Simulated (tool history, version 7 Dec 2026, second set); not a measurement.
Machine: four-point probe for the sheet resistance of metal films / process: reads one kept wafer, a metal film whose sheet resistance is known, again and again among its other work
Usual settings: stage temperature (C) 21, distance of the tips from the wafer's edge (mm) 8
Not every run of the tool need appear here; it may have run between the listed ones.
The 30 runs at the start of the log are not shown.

| run | hour | stage temperature (C) | distance of the tips from the wafer's edge (mm) | sheet resistance as the instrument gives it (ohm/square) |
|---|---|---|---|---|
| 31 | 502.6 | 31 | 28 | 1.148531 |
| 32 | 516.9 | 22 | 4 | 1.152427 |
| 33 | 533.4 | 30 | 5 | 1.156933 |
| 34 | 550.0 | 22 | 23 | 1.137333 |
| 35 | 568.2 | 21 | 8 | 1.139613 |
| 36 | 580.8 | 29 | 7 | 1.150784 |
| 37 | 590.9 | 26 | 17 | 1.142820 |
| 38 | 601.2 | 26 | 17 | 1.142760 |
| 39 | 611.3 | 29 | 16 | 1.147071 |
| 40 | 633.9 | 20 | 29 | 1.134533 |

3 options for the next run, each taken on its own from the tool as it stands now. Forecast them:
| A | 653.2 | 19 | 29 | ? |
| B | 653.2 | 26 | 11 | ? |
| C | 653.2 | 29 | 71 | ? |

| run | sheet resistance as the instrument gives it (ohm/square) |
|---|---|
| A | 1.133966 |
| B | 1.144496 |
| C | 1.145916 |
What these runs would have given with no unlogged condition in the tool:
| run | sheet resistance as the instrument gives it (ohm/square) |
|---|---|
| A | 1.131793 |
| B | 1.142306 |
| C | 1.143724 |

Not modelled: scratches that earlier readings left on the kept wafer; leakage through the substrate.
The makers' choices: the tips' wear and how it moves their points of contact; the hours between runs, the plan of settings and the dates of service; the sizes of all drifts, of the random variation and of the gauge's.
